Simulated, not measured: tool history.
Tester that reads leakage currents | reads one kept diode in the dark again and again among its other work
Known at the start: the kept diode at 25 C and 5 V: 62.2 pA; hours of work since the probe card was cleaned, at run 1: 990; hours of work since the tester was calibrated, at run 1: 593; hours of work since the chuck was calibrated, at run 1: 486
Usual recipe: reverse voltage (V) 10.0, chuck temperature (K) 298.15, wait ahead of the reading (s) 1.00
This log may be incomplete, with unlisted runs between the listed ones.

run    hour  reverse voltage (V)  chuck temperature (K)  wait ahead of the reading (s)  hours of work since the probe card was cleaned  hours of work since the tester was calibrated  hours of work since the chuck was calibrated  current that the tester gives (pA)
  1     0.0                 10.0                 298.15                           1.00                                             990                                            593                                           486                               85.77
  2    29.1                 10.0                 298.15                           1.00                                            1005                                            608                                           501                               86.10
  3    86.9                 10.0                 298.15                           1.00                                            1034                                            637                                           530                               86.33
  4   131.5                 10.0                 298.15                           2.99                                            1056                                            659                                           552                               84.82
  5   174.2                 10.0                 298.15                           2.99                                            1078                                            680                                           574                               84.81
  6   226.8                 10.0                 298.15                           1.00                                            1104                                            707                                           600                               85.75
  7   279.7                 10.0                 298.15                           1.00                                            1130                                            733                                           627                               85.51
  8   309.3                  5.5                 298.15                           1.00                                            1145                                            748                                           641                               66.60
  9   340.1                  5.5                 298.15                           9.72                                            1161                                            764                                           657                               65.73
 10   384.2                  5.5                 298.15                           9.72                                            1183                                            786                                           679                               65.82
 11   439.2                  5.5                 298.15                           9.72                                            1210                                            813                                           707                               65.60
 12   486.5                  5.5                 298.15                           9.72                                            1234                                            837                                           730                               65.35
 13   543.5                  5.5                 298.15                           9.72                                            1263                                            866                                           759                               65.28
 14   571.9                  5.5                 298.15                           9.72                                            1277                                            880                                           773                               65.22
 15   601.0                  5.5                 314.15                           9.72                                            1292                                            894                                           788                              263.32
      609.4  -- probe card cleaned and baked
 16   652.4                 16.2                 298.15                           1.00                                              22                                            919                                           812                              119.16
 17   685.3                 16.2                 298.15                           1.00                                              38                                            935                                           828                              118.91
 18   713.0                 13.1                 324.15                           7.70                                              52                                            949                                           842                              836.75
      755.8  -- probe card cleaned and baked, once more
 19   767.8                 12.7                 313.15                           0.61                                               6                                            975                                           868                              319.26
 20   792.2                 12.7                 313.15                           0.61                                              18                                            987                                           881                              322.51
 21   824.3                 18.9                 331.15                           1.19                                              34                                           1003                                           897                             1613.25
 22   867.6                 10.0                 295.15                           1.09                                              56                                           1025                                           918                               56.88
 23   894.8                  3.9                 298.15                           1.45                                              70                                           1039                                           932                               52.38
 24   936.3                  3.2                 314.15                           1.45                                              91                                           1060                                           953                              208.07
 25   959.8                 10.2                 331.15                           1.62                                             102                                           1071                                           965                             1288.60
 26  1017.0                 10.2                 331.15                           1.62                                             131                                           1100                                           993                             1285.53
 27  1057.7                  3.1                 298.15                           1.27                                             151                                           1120                                          1014                               48.26
 28  1100.2                  1.7                 310.15                           0.68                                             173                                           1142                                          1035                              115.85
     1113.6  -- chuck's temperature calibrated
 29  1153.6                  1.6                 324.15                           0.68                                             198                                           1167                                            20                              413.40
 30  1191.5                  5.0                 293.15                           0.67                                             217                                           1186                                            39                               40.99

Predict each of these 4 candidate next runs independently; none follows another, all start after run 30:
  A  1246.4                  4.0                 317.15                           3.37                                             245                                           1214                                            67                                   ?
  B  1246.4                  2.1                 300.15                           0.67                                             245                                           1214                                            67                                   ?
  C  1246.4                  4.1                 298.15                           3.01                                             245                                           1214                                            67                                   ?
  D  1246.4                  5.0                 321.15                           5.58                                             245                                           1214                                            67                                   ?

run  current that the tester gives (pA)
  A                              322.06
  B                               56.69
  C                               59.86
  D                              488.02
Without the tool's unlogged condition, the same runs would have read:
run  current that the tester gives (pA)
  A                              317.21
  B                               55.53
  C                               58.26
  D                              480.94
